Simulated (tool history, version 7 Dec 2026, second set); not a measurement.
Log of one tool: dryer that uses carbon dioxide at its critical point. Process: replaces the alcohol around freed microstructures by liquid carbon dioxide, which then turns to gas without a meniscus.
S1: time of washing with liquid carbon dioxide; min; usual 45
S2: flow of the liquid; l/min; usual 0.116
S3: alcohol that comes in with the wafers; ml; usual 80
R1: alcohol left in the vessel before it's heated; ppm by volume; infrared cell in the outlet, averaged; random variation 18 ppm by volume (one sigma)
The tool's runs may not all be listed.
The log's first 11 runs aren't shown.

run,day,S1,S2,S3,R1
12,6.071,45,0.116,80,1231
13,6.688,45,0.116,80,1258
14,7.112,48,0.116,80,946
15,7.954,45,0.116,80,1265
16,8.579,45,0.116,80,1248
17,9.125,45,0.162,80,295
18,9.521,60,0.101,45,389
19,10.225,53,0.129,43,239
20,10.896,45,0.097,84,2572
21,11.583,65,0.106,20,148
22,11.938,32,0.082,32,3895
23,12.496,52,0.154,54,168
24,13.283,34,0.09,80,6850
25,13.867,68,0.116,72,202
26,14.7,68,0.116,72,215
27,15.3,30,0.077,27,4192
28,15.842,45,0.116,68,1129
29,16.196,45,0.166,68,261
30,16.788,45,0.166,68,265
31,17.267,45,0.166,68,269
32,17.854,45,0.166,68,279
33,18.392,45,0.166,68,270

4 ways to go on from here, each from the tool as it stands after run 33. What would each give?
A,18.983,34,0.116,80,?
B,18.983,71,0.141,80,?
C,18.983,45,0.107,22,?
D,18.983,45,0.108,28,?

run,R1
A,3619
B,113
C,571
D,671
Without the tool's hidden state the same runs would have given:
run,R1
A,3258
B,31
C,447
D,537

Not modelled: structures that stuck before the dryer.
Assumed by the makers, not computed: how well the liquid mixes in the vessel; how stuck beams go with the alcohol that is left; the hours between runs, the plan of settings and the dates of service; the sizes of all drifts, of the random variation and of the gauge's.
